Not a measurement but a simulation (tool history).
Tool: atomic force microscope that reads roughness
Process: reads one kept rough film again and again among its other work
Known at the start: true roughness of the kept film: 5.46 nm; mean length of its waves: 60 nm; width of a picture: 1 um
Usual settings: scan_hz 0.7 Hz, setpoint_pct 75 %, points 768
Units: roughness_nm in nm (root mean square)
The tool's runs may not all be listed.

Run 1, hour 0: usual settings. Result: roughness_nm 4.86 nm (root mean square).
Run 2, hour 9.9: usual settings. Result: roughness_nm 4.838 nm (root mean square).
Run 3, hour 23.7: usual settings. Result: roughness_nm 4.817 nm (root mean square).
Run 4, hour 30.3: usual settings. Result: roughness_nm 4.78 nm (root mean square).
Run 5, hour 44.6: usual settings. Result: roughness_nm 4.768 nm (root mean square).
Run 6, hour 53.1: usual settings. Result: roughness_nm 4.764 nm (root mean square).
Run 7, hour 61.2: usual settings but setpoint_pct 85 %. Result: roughness_nm 4.534 nm (root mean square).
Run 8, hour 67.7: usual settings but scan_hz 0.897 Hz, setpoint_pct 68 %, points 443. Result: roughness_nm 4.769 nm (root mean square).
Run 9, hour 81.2: usual settings but scan_hz 0.897 Hz, setpoint_pct 68 %, points 443. Result: roughness_nm 4.737 nm (root mean square).
Run 10, hour 92: usual settings but scan_hz 2.179 Hz, points 492. Result: roughness_nm 4.15 nm (root mean square).
Run 11, hour 102.3: usual settings but scan_hz 0.748 Hz. Result: roughness_nm 4.607 nm (root mean square).
Run 12, hour 108.9: usual settings but scan_hz 0.748 Hz, setpoint_pct 60 %. Result: roughness_nm 4.756 nm (root mean square).
Run 13, hour 116.4: usual settings but scan_hz 0.748 Hz, setpoint_pct 60 %. Result: roughness_nm 5.125 nm (root mean square).
Run 14, hour 129: usual settings but scan_hz 0.876 Hz, points 283. Result: roughness_nm 4.875 nm (root mean square).

Not shown: 2 entries that the log had between the listed runs. Between which runs, and how does the tool's hidden state differ before and after?
Between runs 8 and 9: height scale calibrated on a step standard (hour 69.4)
  radius of the tip, nm: 15.2 -> 16.3; height scale over the true one, %: -0.28 -> -0.35
  measured less the result without the state, roughness_nm: -0.296 -> -0.329 nm (root mean square)
Between runs 12 and 13: new tip fitted (hour 115.3)
  radius of the tip, nm: 18.6 -> 5.2; height scale over the true one, %: -0.36 -> -0.37
  measured less the result without the state, roughness_nm: -0.395 -> -0.026 nm (root mean square)
